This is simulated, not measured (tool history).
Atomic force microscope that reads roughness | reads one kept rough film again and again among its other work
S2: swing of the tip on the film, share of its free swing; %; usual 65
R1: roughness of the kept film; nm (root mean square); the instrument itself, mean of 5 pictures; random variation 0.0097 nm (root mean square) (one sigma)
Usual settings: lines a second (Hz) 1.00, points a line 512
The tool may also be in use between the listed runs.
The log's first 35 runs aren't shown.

{"hour": 350.7, "done": "new tip fitted"}
{"run": 36, "hour": 356.6, "lines a second (Hz)": 1.49, "S2": 65, "points a line": 668, "R1": 2.158}
{"run": 37, "hour": 370.0, "lines a second (Hz)": 1.49, "S2": 65, "points a line": 668, "R1": 2.152}
{"run": 38, "hour": 377.5, "lines a second (Hz)": 0.66, "S2": 60, "points a line": 1019, "R1": 2.192}
{"run": 39, "hour": 385.0, "lines a second (Hz)": 2.27, "S2": 69, "points a line": 625, "R1": 2.048}
{"run": 40, "hour": 396.7, "lines a second (Hz)": 2.27, "S2": 69, "points a line": 625, "R1": 2.02}
{"run": 41, "hour": 403.8, "lines a second (Hz)": 3.79, "S2": 65, "points a line": 512, "R1": 1.967}
{"run": 42, "hour": 415.1, "lines a second (Hz)": 1.81, "S2": 65, "points a line": 563, "R1": 2.073}
{"run": 43, "hour": 427.0, "lines a second (Hz)": 1.07, "S2": 65, "points a line": 496, "R1": 2.114}
{"run": 44, "hour": 436.2, "lines a second (Hz)": 0.61, "S2": 89, "points a line": 417, "R1": 2.025}
{"run": 45, "hour": 446.5, "lines a second (Hz)": 0.61, "S2": 89, "points a line": 701, "R1": 2.044}
{"run": 46, "hour": 453.7, "lines a second (Hz)": 3.4, "S2": 88, "points a line": 492, "R1": 1.575}
{"run": 47, "hour": 467.6, "lines a second (Hz)": 2.18, "S2": 73, "points a line": 390, "R1": 1.922}
{"run": 48, "hour": 476.5, "lines a second (Hz)": 2.18, "S2": 73, "points a line": 390, "R1": 1.919}
{"run": 49, "hour": 484.9, "lines a second (Hz)": 2.18, "S2": 73, "points a line": 390, "R1": 1.917}
{"run": 50, "hour": 498.6, "lines a second (Hz)": 0.73, "S2": 58, "points a line": 335, "R1": 2.097}
{"run": 51, "hour": 506.4, "lines a second (Hz)": 0.98, "S2": 88, "points a line": 337, "R1": 1.902}
{"run": 52, "hour": 516.2, "lines a second (Hz)": 0.98, "S2": 88, "points a line": 337, "R1": 1.905}
{"run": 53, "hour": 523.5, "lines a second (Hz)": 0.98, "S2": 71, "points a line": 445, "R1": 2.022}

Forecast each of these 3 alternatives for the next run:
{"run": "A", "hour": 531.4, "lines a second (Hz)": 2.6, "S2": 82, "points a line": 400, "R1": "?"}
{"run": "B", "hour": 531.4, "lines a second (Hz)": 3.0, "S2": 71, "points a line": 362, "R1": "?"}
{"run": "C", "hour": 531.4, "lines a second (Hz)": 1.0, "S2": 78, "points a line": 512, "R1": "?"}

run=A R1=1.718
run=B R1=1.837
run=C R1=1.969
Without the tool's hidden state the same runs would have given:
run=A R1=1.855
run=B R1=1.983
run=C R1=2.125
